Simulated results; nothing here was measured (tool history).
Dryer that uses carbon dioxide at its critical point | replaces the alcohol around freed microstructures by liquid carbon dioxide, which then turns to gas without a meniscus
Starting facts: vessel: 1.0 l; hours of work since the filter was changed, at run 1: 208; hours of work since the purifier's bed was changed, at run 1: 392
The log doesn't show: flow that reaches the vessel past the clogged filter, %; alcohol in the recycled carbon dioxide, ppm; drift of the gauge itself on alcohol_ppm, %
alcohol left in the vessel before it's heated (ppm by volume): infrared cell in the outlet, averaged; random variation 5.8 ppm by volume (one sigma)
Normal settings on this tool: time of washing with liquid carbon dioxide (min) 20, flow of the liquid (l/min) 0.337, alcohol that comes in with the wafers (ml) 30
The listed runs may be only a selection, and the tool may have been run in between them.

run   hour  time of washing with liquid carbon dioxide (min)  flow of the liquid (l/min)  alcohol that comes in with the wafers (ml)  hours of work since the filter was changed  hours of work since the purifier's bed was changed  alcohol left in the vessel before it's heated (ppm by volume)
  1    0.0                                                20                       0.337                                          30                                         208                                                 392                                                            361
       4.2  -- inlet filter changed
  2    6.9                                                20                       0.337                                          30                                           2                                                 397                                                            270
  3   21.0                                                20                       0.337                                          30                                          12                                                 407                                                            270
  4   33.8                                                20                       0.337                                          30                                          22                                                 416                                                            274
  5   45.1                                                20                       0.337                                          30                                          30                                                 425                                                            283
  6   54.1                                                27                       0.337                                          30                                          37                                                 431                                                            116
  7   62.9                                                27                       0.337                                          30                                          43                                                 438                                                            129
  8   69.8                                                27                       0.337                                          30                                          48                                                 443                                                            112
  9   78.1                                                27                       0.337                                          30                                          55                                                 449                                                            119
 10   92.1                                                27                       0.337                                          30                                          65                                                 460                                                            122
 11  101.8                                                27                       0.337                                          30                                          72                                                 467                                                            121
 12  114.8                                                27                       0.337                                          30                                          82                                                 476                                                            119
 13  126.7                                                27                       0.337                                          78                                          90                                                 485                                                            199
 14  133.4                                                27                       0.337                                          78                                          95                                                 490                                                            197
 15  145.5                                                27                       0.337                                          78                                         104                                                 499                                                            205
 16  154.8                                                27                       0.337                                          78                                         111                                                 506                                                            203
 17  168.8                                                27                       0.337                                          78                                         121                                                 516                                                            220
 18  178.1                                                27                       0.337                                          78                                         128                                                 523                                                            225
 19  189.9                                                14                       0.337                                          68                                         137                                                 532                                                           2520
 20  196.3                                                13                       0.288                                          29                                         142                                                 536                                                           2160
 21  208.6                                                31                       0.457                                          27                                         151                                                 545                                                             96
 22  219.6                                                13                       0.208                                          27                                         159                                                 554                                                           4230
 23  229.2                                                18                       0.208                                          85                                         166                                                 561                                                           6611
 24  242.2                                                18                       0.208                                          85                                         176                                                 570                                                           6601
 25  253.5                                                18                       0.208                                          85                                         184                                                 579                                                           6563
 26  262.3                                                18                       0.208                                          85                                         190                                                 585                                                           6847
 27  276.2                                                13                       0.337                                          84                                         201                                                 595                                                           4245
 28  285.8                                                13                       0.337                                          84                                         208                                                 602                                                           4187
     289.4  -- inlet filter changed
 29  292.6                                                18                       0.495                                          27                                           2                                                 607                                                            139
 30  301.4                                                20                       0.463                                          30                                           9                                                 613                                                            137
 31  315.4                                                20                       0.414                                          42                                          19                                                 623                                                            204

Predict the results of run 32:
 32  323.5                                                20                       0.414                                          42                                          25                                                 629                                                              ?

Run 32 gave alcohol left in the vessel before it's heated (ppm by volume) 207.
Without the tool's hidden state the same run would have given alcohol left in the vessel before it's heated (ppm by volume) 89.
